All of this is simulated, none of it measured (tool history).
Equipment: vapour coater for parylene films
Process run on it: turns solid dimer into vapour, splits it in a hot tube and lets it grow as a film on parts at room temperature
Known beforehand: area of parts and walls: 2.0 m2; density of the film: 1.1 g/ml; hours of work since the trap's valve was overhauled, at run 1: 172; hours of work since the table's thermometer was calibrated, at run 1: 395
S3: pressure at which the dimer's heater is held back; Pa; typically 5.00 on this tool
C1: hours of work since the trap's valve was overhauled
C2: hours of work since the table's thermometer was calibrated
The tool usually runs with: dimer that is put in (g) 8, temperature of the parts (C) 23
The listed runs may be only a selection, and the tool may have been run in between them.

Run 1, hour 0.0: usual settings; C1 172; C2 395. Result: thickness of the film (um) 1.81.
Run 2, hour 13.9: usual settings; C1 184; C2 408. Result: thickness of the film (um) 1.79.
Run 3, hour 25.8: usual settings; C1 195; C2 418. Result: thickness of the film (um) 1.82.
Run 4, hour 43.6: usual settings; C1 210; C2 434. Result: thickness of the film (um) 1.87.
Run 5, hour 63.1: usual settings; C1 228; C2 451. Result: thickness of the film (um) 1.85.
Run 6, hour 80.2: usual settings; C1 243; C2 466. Result: thickness of the film (um) 1.80.
Run 7, hour 100.6: usual settings; C1 261; C2 485. Result: thickness of the film (um) 1.82.
Run 8, hour 109.1: usual settings; C1 269; C2 492. Result: thickness of the film (um) 1.82.
Run 9, hour 126.2: usual settings; C1 284; C2 507. Result: thickness of the film (um) 1.83.
Run 10, hour 135.3: usual settings but dimer that is put in (g) 5; C1 292; C2 515. Result: thickness of the film (um) 1.13.
Run 11, hour 152.5: usual settings but dimer that is put in (g) 9; C1 307; C2 531. Result: thickness of the film (um) 2.10.
Run 12, hour 164.6: usual settings but dimer that is put in (g) 9; C1 318; C2 542. Result: thickness of the film (um) 2.09.
Run 13, hour 185.2: usual settings but temperature of the parts (C) 18; C1 336; C2 560. Result: thickness of the film (um) 2.13.
Run 14, hour 199.3: usual settings but temperature of the parts (C) 27; C1 349; C2 572. Result: thickness of the film (um) 1.60.
Run 15, hour 217.6: usual settings; C1 365; C2 589. Result: thickness of the film (um) 1.80.
Run 16, hour 230.6: usual settings; C1 377; C2 600. Result: thickness of the film (um) 1.85.
Run 17, hour 244.9: usual settings; C1 389; C2 613. Result: thickness of the film (um) 1.82.
Run 18, hour 258.6: usual settings; C1 401; C2 625. Result: thickness of the film (um) 1.85.
Run 19, hour 279.8: usual settings; C1 420; C2 644. Result: thickness of the film (um) 1.83.
Run 20, hour 300.2: usual settings; C1 438; C2 662. Result: thickness of the film (um) 1.77.
At hour 307.2: trap's valve overhauled.
Run 21, hour 321.1: usual settings; C1 12; C2 677. Result: thickness of the film (um) 1.82.
Run 22, hour 331.8: usual settings; C1 22; C2 686. Result: thickness of the film (um) 1.80.
Run 23, hour 340.8: usual settings but S3 8.29 Pa; C1 30; C2 694. Result: thickness of the film (um) 1.64.
Run 24, hour 357.3: usual settings but S3 8.29 Pa; C1 45; C2 709. Result: thickness of the film (um) 1.62.
Run 25, hour 377.3: usual settings but S3 8.29 Pa; C1 62; C2 727. Result: thickness of the film (um) 1.64.
Run 26, hour 389.9: usual settings but dimer that is put in (g) 5, S3 3.54 Pa; C1 73; C2 738. Result: thickness of the film (um) 1.22.
Run 27, hour 406.5: usual settings but dimer that is put in (g) 4, temperature of the parts (C) 15, S3 3.43 Pa; C1 88; C2 753. Result: thickness of the film (um) 1.23.
Run 28, hour 420.3: usual settings but dimer that is put in (g) 4, temperature of the parts (C) 15, S3 3.43 Pa; C1 100; C2 765. Result: thickness of the film (um) 1.23.
Run 29, hour 440.2: usual settings but dimer that is put in (g) 10, temperature of the parts (C) 21, S3 3.43 Pa; C1 118; C2 783. Result: thickness of the film (um) 2.61.
Run 30, hour 451.1: usual settings but dimer that is put in (g) 10, temperature of the parts (C) 21, S3 3.43 Pa; C1 128; C2 792. Result: thickness of the film (um) 2.57.
Run 31, hour 468.0: usual settings but dimer that is put in (g) 4, temperature of the parts (C) 22, S3 5.22 Pa; C1 143; C2 807. Result: thickness of the film (um) 0.93.
Run 32, hour 479.7: usual settings but dimer that is put in (g) 4, temperature of the parts (C) 22, S3 5.22 Pa; C1 153; C2 818. Result: thickness of the film (um) 0.97.
Run 33, hour 493.3: usual settings but dimer that is put in (g) 12, temperature of the parts (C) 32; C1 165; C2 830. Result: thickness of the film (um) 2.10.
Run 34, hour 511.3: usual settings but dimer that is put in (g) 5, S3 11.80 Pa; C1 181; C2 846. Result: thickness of the film (um) 0.93.
Run 35, hour 521.8: usual settings but S3 2.21 Pa; C1 191; C2 855. Result: thickness of the film (um) 2.12.
Run 36, hour 530.3: usual settings but S3 7.59 Pa; C1 198; C2 863. Result: thickness of the film (um) 1.68.
Run 37, hour 544.4: usual settings but dimer that is put in (g) 6, S3 4.33 Pa; C1 211; C2 875. Result: thickness of the film (um) 1.43.
Run 38, hour 562.3: usual settings but dimer that is put in (g) 7, S3 5.39 Pa; C1 227; C2 891. Result: thickness of the film (um) 1.58.
Run 39, hour 578.6: usual settings but dimer that is put in (g) 6, temperature of the parts (C) 22, S3 8.97 Pa; C1 241; C2 906. Result: thickness of the film (um) 1.25.
Run 40, hour 595.3: usual settings but dimer that is put in (g) 5, temperature of the parts (C) 15, S3 3.52 Pa; C1 256; C2 920. Result: thickness of the film (um) 1.56.
Run 41, hour 604.5: usual settings but dimer that is put in (g) 5, temperature of the parts (C) 15, S3 3.52 Pa; C1 264; C2 929. Result: thickness of the film (um) 1.58.
Run 42, hour 614.6: usual settings but dimer that is put in (g) 4, temperature of the parts (C) 15, S3 2.82 Pa; C1 273; C2 938. Result: thickness of the film (um) 1.34.
Run 43, hour 625.1: usual settings but dimer that is put in (g) 3, temperature of the parts (C) 17, S3 2.16 Pa; C1 282; C2 947. Result: thickness of the film (um) 0.99.
Run 44, hour 635.5: usual settings but dimer that is put in (g) 11, temperature of the parts (C) 30, S3 3.56 Pa; C1 292; C2 956. Result: thickness of the film (um) 2.19.
Run 45, hour 651.5: usual settings but temperature of the parts (C) 19, S3 2.24 Pa; C1 306; C2 970. Result: thickness of the film (um) 2.36.
Run 46, hour 671.3: usual settings but dimer that is put in (g) 13, S3 5.03 Pa; C1 323; C2 988. Result: thickness of the film (um) 2.96.
Run 47, hour 683.1: usual settings but dimer that is put in (g) 9, temperature of the parts (C) 27, S3 5.03 Pa; C1 334; C2 998. Result: thickness of the film (um) 1.81.
Run 48, hour 702.8: usual settings but dimer that is put in (g) 10, temperature of the parts (C) 17, S3 10.33 Pa; C1 351; C2 1016. Result: thickness of the film (um) 2.37.

Here are 3 independent what-if runs from the current tool condition. What would each one return?
Run A, hour 713.1: usual settings but dimer that is put in (g) 6, temperature of the parts (C) 20, S3 5.11 Pa; C1 361; C2 1025. Result: thickness of the film (um) ?.
Run B, hour 713.1: usual settings but dimer that is put in (g) 14, temperature of the parts (C) 22, S3 2.53 Pa; C1 361; C2 1025. Result: thickness of the film (um) ?.
Run C, hour 713.1: usual settings but dimer that is put in (g) 10, temperature of the parts (C) 17, S3 8.97 Pa; C1 361; C2 1025. Result: thickness of the film (um) ?.

run  thickness of the film (um)
  A                        1.50
  B                        3.79
  C                        2.47
With the hidden condition removed and each run's random variation left untouched, the same runs would have given:
run  thickness of the film (um)
  A                        1.50
  B                        3.80
  C                        2.48

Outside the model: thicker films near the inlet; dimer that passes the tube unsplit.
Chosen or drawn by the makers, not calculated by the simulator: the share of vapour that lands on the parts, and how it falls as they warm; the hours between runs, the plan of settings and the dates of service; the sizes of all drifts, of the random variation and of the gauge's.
